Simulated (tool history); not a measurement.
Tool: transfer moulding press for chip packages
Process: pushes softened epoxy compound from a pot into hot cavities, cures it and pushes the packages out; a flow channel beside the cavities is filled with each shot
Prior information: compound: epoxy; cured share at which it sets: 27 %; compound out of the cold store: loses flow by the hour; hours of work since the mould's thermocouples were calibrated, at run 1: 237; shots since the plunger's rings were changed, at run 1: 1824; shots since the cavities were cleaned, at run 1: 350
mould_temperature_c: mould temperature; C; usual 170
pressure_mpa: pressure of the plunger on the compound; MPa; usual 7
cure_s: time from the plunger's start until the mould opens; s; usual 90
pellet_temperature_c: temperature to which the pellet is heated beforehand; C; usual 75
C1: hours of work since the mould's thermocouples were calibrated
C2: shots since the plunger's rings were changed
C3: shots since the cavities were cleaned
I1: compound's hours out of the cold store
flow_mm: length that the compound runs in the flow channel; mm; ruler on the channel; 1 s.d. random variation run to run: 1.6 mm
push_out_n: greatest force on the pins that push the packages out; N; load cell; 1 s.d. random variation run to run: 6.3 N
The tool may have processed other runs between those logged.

{"run": 1, "hour": 0.0, "mould_temperature_c": 170, "pressure_mpa": 7, "cure_s": 90, "pellet_temperature_c": 75, "C1": 237, "C2": 1824, "C3": 350, "I1": 15.9, "flow_mm": 520, "push_out_n": 334}
{"hour": 51.8, "done": "cavities cleaned with cleaning compound and waxed"}
{"run": 2, "hour": 81.0, "mould_temperature_c": 170, "pressure_mpa": 7, "cure_s": 90, "pellet_temperature_c": 75, "C1": 294, "C2": 2904, "C3": 397, "I1": 38.7, "flow_mm": 482, "push_out_n": 512}
{"hour": 129.4, "done": "cavities cleaned with cleaning compound and waxed"}
{"run": 3, "hour": 132.8, "mould_temperature_c": 170, "pressure_mpa": 7, "cure_s": 90, "pellet_temperature_c": 75, "C1": 329, "C2": 3588, "C3": 46, "I1": 23.3, "flow_mm": 500, "push_out_n": 260}
{"hour": 206.3, "done": "cavities cleaned with cleaning compound and waxed"}
{"run": 4, "hour": 222.4, "mould_temperature_c": 170, "pressure_mpa": 7, "cure_s": 90, "pellet_temperature_c": 78, "C1": 392, "C2": 4787, "C3": 219, "I1": 13.9, "flow_mm": 508, "push_out_n": 303}
{"hour": 267.6, "done": "mould's thermocouples calibrated"}
{"hour": 270.1, "done": "plunger's sealing rings changed"}
{"hour": 285.7, "done": "cavities cleaned with cleaning compound and waxed, once more"}
{"run": 5, "hour": 307.6, "mould_temperature_c": 170, "pressure_mpa": 7, "cure_s": 90, "pellet_temperature_c": 78, "C1": 26, "C2": 490, "C3": 298, "I1": 12.7, "flow_mm": 532, "push_out_n": 345}
{"hour": 363.7, "done": "cavities cleaned with cleaning compound and waxed"}
{"run": 6, "hour": 375.0, "mould_temperature_c": 170, "pressure_mpa": 7, "cure_s": 90, "pellet_temperature_c": 75, "C1": 73, "C2": 1387, "C3": 154, "I1": 44.3, "flow_mm": 481, "push_out_n": 294}
{"run": 7, "hour": 431.2, "mould_temperature_c": 172, "pressure_mpa": 7, "cure_s": 90, "pellet_temperature_c": 75, "C1": 113, "C2": 2150, "C3": 917, "I1": 13, "flow_mm": 518, "push_out_n": 419}
{"hour": 439.9, "done": "cavities cleaned with cleaning compound and waxed"}
{"run": 8, "hour": 474.3, "mould_temperature_c": 170, "pressure_mpa": 7.15, "cure_s": 90, "pellet_temperature_c": 75, "C1": 142, "C2": 2716, "C3": 468, "I1": 37.9, "flow_mm": 490, "push_out_n": 360}
{"hour": 517.6, "done": "cavities cleaned with cleaning compound and waxed"}
{"run": 9, "hour": 542.7, "mould_temperature_c": 170, "pressure_mpa": 6.31, "cure_s": 90, "pellet_temperature_c": 75, "C1": 190, "C2": 3626, "C3": 341, "I1": 39.7, "flow_mm": 454, "push_out_n": 317}
{"hour": 596.7, "done": "cavities cleaned with cleaning compound and waxed"}
{"run": 10, "hour": 629.8, "mould_temperature_c": 170, "pressure_mpa": 6.31, "cure_s": 90, "pellet_temperature_c": 75, "C1": 251, "C2": 4789, "C3": 448, "I1": 38.9, "flow_mm": 449, "push_out_n": 365}
{"hour": 673.5, "done": "plunger's sealing rings changed"}
{"hour": 675.0, "done": "cavities cleaned with cleaning compound and waxed"}
{"run": 11, "hour": 711.4, "mould_temperature_c": 170, "pressure_mpa": 6.31, "cure_s": 90, "pellet_temperature_c": 75, "C1": 306, "C2": 494, "C3": 494, "I1": 34.4, "flow_mm": 471, "push_out_n": 358}
{"hour": 755.0, "done": "cavities cleaned with cleaning compound and waxed"}
{"run": 12, "hour": 776.0, "mould_temperature_c": 170, "pressure_mpa": 6.31, "cure_s": 90, "pellet_temperature_c": 75, "C1": 351, "C2": 1353, "C3": 286, "I1": 12.6, "flow_mm": 495, "push_out_n": 327}
{"hour": 831.6, "done": "cavities cleaned with cleaning compound and waxed"}
{"run": 13, "hour": 858.7, "mould_temperature_c": 170, "pressure_mpa": 7, "cure_s": 75, "pellet_temperature_c": 75, "C1": 409, "C2": 2457, "C3": 369, "I1": 47, "flow_mm": 473, "push_out_n": 492}
{"hour": 878.2, "done": "mould's thermocouples calibrated"}
{"run": 14, "hour": 901.5, "mould_temperature_c": 170, "pressure_mpa": 7, "cure_s": 90, "pellet_temperature_c": 80, "C1": 17, "C2": 3012, "C3": 924, "I1": 32.7, "flow_mm": 493, "push_out_n": 431}
{"hour": 911.5, "done": "cavities cleaned with cleaning compound and waxed"}
{"run": 15, "hour": 970.1, "mould_temperature_c": 170, "pressure_mpa": 7, "cure_s": 75, "pellet_temperature_c": 75, "C1": 64, "C2": 3924, "C3": 797, "I1": 38.6, "flow_mm": 479, "push_out_n": 594}
{"hour": 989.1, "done": "cavities cleaned with cleaning compound and waxed"}
{"run": 16, "hour": 1060.5, "mould_temperature_c": 171, "pressure_mpa": 7, "cure_s": 90, "pellet_temperature_c": 85, "C1": 128, "C2": 5134, "C3": 971, "I1": 21.8, "flow_mm": 494, "push_out_n": 409}
{"hour": 1066.7, "done": "cavities cleaned with cleaning compound and waxed"}
{"hour": 1081.6, "done": "plunger's sealing rings changed"}
{"hour": 1148.4, "done": "cavities cleaned with cleaning compound and waxed"}
{"run": 17, "hour": 1154.3, "mould_temperature_c": 171, "pressure_mpa": 7, "cure_s": 90, "pellet_temperature_c": 85, "C1": 191, "C2": 970, "C3": 81, "I1": 9.5, "flow_mm": 528, "push_out_n": 259}
{"run": 18, "hour": 1213.3, "mould_temperature_c": 170, "pressure_mpa": 7, "cure_s": 90, "pellet_temperature_c": 73, "C1": 233, "C2": 1772, "C3": 883, "I1": 35.7, "flow_mm": 487, "push_out_n": 425}
{"hour": 1228.4, "done": "cavities cleaned with cleaning compound and waxed"}
{"run": 19, "hour": 1262.7, "mould_temperature_c": 170, "pressure_mpa": 5.62, "cure_s": 82, "pellet_temperature_c": 75, "C1": 267, "C2": 2422, "C3": 466, "I1": 47.9, "flow_mm": 424, "push_out_n": 431}
{"run": 20, "hour": 1299.6, "mould_temperature_c": 170, "pressure_mpa": 6.63, "cure_s": 85, "pellet_temperature_c": 75, "C1": 293, "C2": 2924, "C3": 968, "I1": 40, "flow_mm": 466, "push_out_n": 459}
{"hour": 1305.3, "done": "cavities cleaned with cleaning compound and waxed"}
{"hour": 1384.6, "done": "cavities cleaned with cleaning compound and waxed"}
{"run": 21, "hour": 1385.6, "mould_temperature_c": 168, "pressure_mpa": 7, "cure_s": 87, "pellet_temperature_c": 75, "C1": 352, "C2": 4053, "C3": 14, "I1": 30.7, "flow_mm": 493, "push_out_n": 292}
{"run": 22, "hour": 1439.2, "mould_temperature_c": 163, "pressure_mpa": 6.85, "cure_s": 90, "pellet_temperature_c": 67, "C1": 390, "C2": 4782, "C3": 743, "I1": 15.5, "flow_mm": 517, "push_out_n": 628}
{"hour": 1459.5, "done": "cavities cleaned with cleaning compound and waxed"}
{"hour": 1486.0, "done": "plunger's sealing rings changed"}
{"hour": 1495.8, "done": "mould's thermocouples calibrated"}
{"run": 23, "hour": 1504.7, "mould_temperature_c": 170, "pressure_mpa": 7, "cure_s": 90, "pellet_temperature_c": 72, "C1": 6, "C2": 226, "C3": 554, "I1": 20.8, "flow_mm": 518, "push_out_n": 393}
{"hour": 1540.5, "done": "cavities cleaned with cleaning compound and waxed"}
{"run": 24, "hour": 1562.7, "mould_temperature_c": 170, "pressure_mpa": 6.14, "cure_s": 90, "pellet_temperature_c": 70, "C1": 47, "C2": 994, "C3": 301, "I1": 27.8, "flow_mm": 477, "push_out_n": 316}
{"hour": 1620.2, "done": "cavities cleaned with cleaning compound and waxed"}
{"run": 25, "hour": 1640.4, "mould_temperature_c": 168, "pressure_mpa": 7, "cure_s": 111, "pellet_temperature_c": 75, "C1": 101, "C2": 2030, "C3": 274, "I1": 16, "flow_mm": 520, "push_out_n": 274}
{"hour": 1698.0, "done": "cavities cleaned with cleaning compound and waxed"}
{"run": 26, "hour": 1699.4, "mould_temperature_c": 169, "pressure_mpa": 7.4, "cure_s": 117, "pellet_temperature_c": 72, "C1": 142, "C2": 2813, "C3": 20, "I1": 18.7, "flow_mm": 527, "push_out_n": 204}

For each entry between runs, how does the tool's hidden state at the last listed run before it compare with that at the first listed run after it?
Runs 1 to 2: cavities cleaned with cleaning compound and waxed (hour 51.8)
  true mould temperature over the reading, C: 0.57 -> 0.66; pressure that reaches the compound, % of what is set: 97.01 -> 95.14; grip of the stained cavities, % over clean ones': 40.7 -> 119.5
  measured less the result without the state, flow_mm: -9 -> -13 mm; push_out_n: +91 -> +269 N
Runs 2 to 3: cavities cleaned with cleaning compound and waxed (hour 129.4)
  true mould temperature over the reading, C: 0.66 -> 0.72; pressure that reaches the compound, % of what is set: 95.14 -> 94.05; grip of the stained cavities, % over clean ones': 119.5 -> 7.4
  measured less the result without the state, flow_mm: -13 -> -17 mm; push_out_n: +269 -> +10 N
Runs 3 to 4: cavities cleaned with cleaning compound and waxed (hour 206.3)
  true mould temperature over the reading, C: 0.72 -> 0.83; pressure that reaches the compound, % of what is set: 94.05 -> 92.24; grip of the stained cavities, % over clean ones': 7.4 -> 29.5
  measured less the result without the state, flow_mm: -17 -> -23 mm; push_out_n: +10 -> +58 N
Runs 4 to 5: mould's thermocouples calibrated (hour 267.6); plunger's sealing rings changed (hour 270.1); cavities cleaned with cleaning compound and waxed, once more (hour 285.7)
  true mould temperature over the reading, C: 0.83 -> 0.1; pressure that reaches the compound, % of what is set: 92.24 -> 98.94; grip of the stained cavities, % over clean ones': 29.5 -> 39.9
  measured less the result without the state, flow_mm: -23 -> -3 mm; push_out_n: +58 -> +95 N
Runs 5 to 6: cavities cleaned with cleaning compound and waxed (hour 363.7)
  true mould temperature over the reading, C: 0.1 -> 0.17; pressure that reaches the compound, % of what is set: 98.94 -> 97.52; grip of the stained cavities, % over clean ones': 39.9 -> 23.4
  measured less the result without the state, flow_mm: -3 -> -6 mm; push_out_n: +95 -> +54 N
Runs 7 to 8: cavities cleaned with cleaning compound and waxed (hour 439.9)
  true mould temperature over the reading, C: 0.22 -> 0.28; pressure that reaches the compound, % of what is set: 96.38 -> 95.47; grip of the stained cavities, % over clean ones': 82 -> 56.5
  measured less the result without the state, flow_mm: -10 -> -12 mm; push_out_n: +184 -> +129 N
Runs 8 to 9: cavities cleaned with cleaning compound and waxed (hour 517.6)
  true mould temperature over the reading, C: 0.28 -> 0.36; pressure that reaches the compound, % of what is set: 95.47 -> 93.91; grip of the stained cavities, % over clean ones': 56.5 -> 40.3
  measured less the result without the state, flow_mm: -12 -> -15 mm; push_out_n: +129 -> +89 N
Runs 9 to 10: cavities cleaned with cleaning compound and waxed (hour 596.7)
  true mould temperature over the reading, C: 0.36 -> 0.46; pressure that reaches the compound, % of what is set: 93.91 -> 92.04; grip of the stained cavities, % over clean ones': 40.3 -> 52.3
  measured less the result without the state, flow_mm: -15 -> -20 mm; push_out_n: +89 -> +118 N
Runs 10 to 11: plunger's sealing rings changed (hour 673.5); cavities cleaned with cleaning compound and waxed (hour 675)
  true mould temperature over the reading, C: 0.46 -> 0.55; pressure that reaches the compound, % of what is set: 92.04 -> 98.94; grip of the stained cavities, % over clean ones': 52.3 -> 53.7
  measured less the result without the state, flow_mm: -20 -> -4 mm; push_out_n: +118 -> +118 N
Runs 11 to 12: cavities cleaned with cleaning compound and waxed (hour 755)
  true mould temperature over the reading, C: 0.55 -> 0.62; pressure that reaches the compound, % of what is set: 98.94 -> 97.6; grip of the stained cavities, % over clean ones': 53.7 -> 39.3
  measured less the result without the state, flow_mm: -4 -> -7 mm; push_out_n: +118 -> +84 N
Runs 12 to 13: cavities cleaned with cleaning compound and waxed (hour 831.6)
  true mould temperature over the reading, C: 0.62 -> 0.73; pressure that reaches the compound, % of what is set: 97.6 -> 95.62; grip of the stained cavities, % over clean ones': 39.3 -> 42.4
  measured less the result without the state, flow_mm: -7 -> -12 mm; push_out_n: +84 -> +127 N
Runs 13 to 14: mould's thermocouples calibrated (hour 878.2)
  true mould temperature over the reading, C: 0.73 -> 0.12; pressure that reaches the compound, % of what is set: 95.62 -> 94.76; grip of the stained cavities, % over clean ones': 42.4 -> 77
  measured less the result without the state, flow_mm: -12 -> -13 mm; push_out_n: +127 -> +181 N
Runs 14 to 15: cavities cleaned with cleaning compound and waxed (hour 911.5)
  true mould temperature over the reading, C: 0.12 -> 0.21; pressure that reaches the compound, % of what is set: 94.76 -> 93.24; grip of the stained cavities, % over clean ones': 77 -> 76.2
  measured less the result without the state, flow_mm: -13 -> -17 mm; push_out_n: +181 -> +251 N
Runs 15 to 16: cavities cleaned with cleaning compound and waxed (hour 989.1)
  true mould temperature over the reading, C: 0.21 -> 0.3; pressure that reaches the compound, % of what is set: 93.24 -> 91.29; grip of the stained cavities, % over clean ones': 76.2 -> 82
  measured less the result without the state, flow_mm: -17 -> -24 mm; push_out_n: +251 -> +180 N
Runs 16 to 17: cavities cleaned with cleaning compound and waxed (hour 1066.7); plunger's sealing rings changed (hour 1081.6); cavities cleaned with cleaning compound and waxed (hour 1148.4)
  true mould temperature over the reading, C: 0.3 -> 0.4; pressure that reaches the compound, % of what is set: 91.29 -> 97.84; grip of the stained cavities, % over clean ones': 82 -> 12.8
  measured less the result without the state, flow_mm: -24 -> -7 mm; push_out_n: +180 -> +26 N
Runs 18 to 19: cavities cleaned with cleaning compound and waxed (hour 1228.4)
  true mould temperature over the reading, C: 0.47 -> 0.52; pressure that reaches the compound, % of what is set: 96.55 -> 95.54; grip of the stained cavities, % over clean ones': 78.1 -> 55.5
  measured less the result without the state, flow_mm: -9 -> -10 mm; push_out_n: +182 -> +143 N
Runs 20 to 21: cavities cleaned with cleaning compound and waxed (hour 1305.3); cavities cleaned with cleaning compound and waxed (hour 1384.6)
  true mould temperature over the reading, C: 0.56 -> 0.66; pressure that reaches the compound, % of what is set: 94.8 -> 93.17; grip of the stained cavities, % over clean ones': 82.5 -> 3.8
  measured less the result without the state, flow_mm: -14 -> -19 mm; push_out_n: +198 -> -2 N
Runs 22 to 23: cavities cleaned with cleaning compound and waxed (hour 1459.5); plunger's sealing rings changed (hour 1486); mould's thermocouples calibrated (hour 1495.8)
  true mould temperature over the reading, C: 0.72 -> 0.07; pressure that reaches the compound, % of what is set: 91.93 -> 99.11; grip of the stained cavities, % over clean ones': 69.9 -> 59.2
  measured less the result without the state, flow_mm: -24 -> -2 mm; push_out_n: +238 -> +145 N
Runs 23 to 24: cavities cleaned with cleaning compound and waxed (hour 1540.5)
  true mould temperature over the reading, C: 0.07 -> 0.14; pressure that reaches the compound, % of what is set: 99.11 -> 97.88; grip of the stained cavities, % over clean ones': 59.2 -> 39.9
  measured less the result without the state, flow_mm: -2 -> -5 mm; push_out_n: +145 -> +90 N
Runs 24 to 25: cavities cleaned with cleaning compound and waxed (hour 1620.2)
  true mould temperature over the reading, C: 0.14 -> 0.23; pressure that reaches the compound, % of what is set: 97.88 -> 96.08; grip of the stained cavities, % over clean ones': 39.9 -> 38.4
  measured less the result without the state, flow_mm: -5 -> -11 mm; push_out_n: +90 -> +77 N
Runs 25 to 26: cavities cleaned with cleaning compound and waxed (hour 1698)
  true mould temperature over the reading, C: 0.23 -> 0.29; pressure that reaches the compound, % of what is set: 96.08 -> 94.71; grip of the stained cavities, % over clean ones': 38.4 -> 4.6
  measured less the result without the state, flow_mm: -11 -> -15 mm; push_out_n: +77 -> +9 N

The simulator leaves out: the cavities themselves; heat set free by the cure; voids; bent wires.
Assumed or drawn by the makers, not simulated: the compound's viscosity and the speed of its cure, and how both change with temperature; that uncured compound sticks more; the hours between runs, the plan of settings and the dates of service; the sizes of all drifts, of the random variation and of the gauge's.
